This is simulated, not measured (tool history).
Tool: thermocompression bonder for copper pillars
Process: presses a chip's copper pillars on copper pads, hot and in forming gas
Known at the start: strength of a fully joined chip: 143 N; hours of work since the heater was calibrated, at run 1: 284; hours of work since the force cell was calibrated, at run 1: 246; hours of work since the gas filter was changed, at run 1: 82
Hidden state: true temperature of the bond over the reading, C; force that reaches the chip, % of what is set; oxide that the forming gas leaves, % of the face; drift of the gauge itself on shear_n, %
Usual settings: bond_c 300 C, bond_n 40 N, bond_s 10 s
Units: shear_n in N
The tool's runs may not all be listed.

run   hour  bond_c  bond_n  bond_s  hours of work since the heater was calibrated  hours of work since the force cell was calibrated  hours of work since the gas filter was changed  shear_n
  1      0     300      40      10                                            284                                                246                                              82     51.6
  2   21.4     300      40      10                                            301                                                263                                              99     51.3
  3   56.5     300      40      10                                            329                                                291                                             127     51.2
  4  102.3     290      40      10                                            365                                                327                                             163     43.4
  5  139.9     290      40      10                                            395                                                356                                             192       44
  6  171.5     290      40      10                                            420                                                382                                             217     44.3
  7    193     321      40      10                                            437                                                398                                             234     65.4
  8  230.5     297      40      10                                            467                                                428                                             264     46.4
  9  260.8     297      40      10                                            491                                                452                                             288     46.4
 10  307.5     297      40      10                                            528                                                489                                             325     47.1
 11  345.4     297      40      10                                            558                                                519                                             355     46.5
 12  374.9     297      40      10                                            581                                                542                                             378     45.7
       380  -- heater calibrated with a thermocouple chip
 13    410     296      40      10                                             24                                                569                                             405     45.1
 14  450.4     296      40      10                                             56                                                601                                             437     44.6
     469.6  -- forming gas filter changed
 15  486.3     296      40      10                                             84                                                629                                              13     48.5
 16  516.6     307      35      24                                            108                                                653                                              37     70.9
 17  550.2     270      42       6                                            134                                                679                                              64     25.6
 18  583.9     300      40      26                                            161                                                706                                              90       72
     594.5  -- heater calibrated with a thermocouple chip, once more
 19  617.3     316      29      10                                             18                                                731                                             115     53.1
 20  663.6     290      47       7                                             55                                                767                                             152     43.9
 21    685     290      47       7                                             72                                                784                                             169     41.8
 22  711.1     300      40       9                                             92                                                805                                             189     49.1
 23  751.5     300      40       9                                            124                                                837                                             221     48.7
 24  771.1     301      25       7                                            140                                                852                                             237     33.4
 25  807.8     300      51      21                                            169                                                881                                             266     75.4
 26  847.9     289      57       6                                            200                                                913                                             298       43
 27  885.7     289      57       6                                            230                                                943                                             328       44
 28  909.5     297      37      10                                            249                                                962                                             346     45.8
 29  937.3     297      37       6                                            271                                                984                                             368     35.1

5 ways to go on from here, each from the tool as it stands after run 29. What would each give?
  A  975.6     280      54       9                                            302                                               1014                                             399        ?
  B  975.6     321      37       6                                            302                                               1014                                             399        ?
  C  975.6     279      40      24                                            302                                               1014                                             399        ?
  D  975.6     318      40      10                                            302                                               1014                                             399        ?
  E  975.6     298      39       5                                            302                                               1014                                             399        ?

run  shear_n
  A     43.2
  B     49.9
  C     51.3
  D       62
  E     34.9
Without the tool's hidden state the same runs would have given:
run  shear_n
  A     46.4
  B     53.5
  C     55.1
  D     66.5
  E     37.4
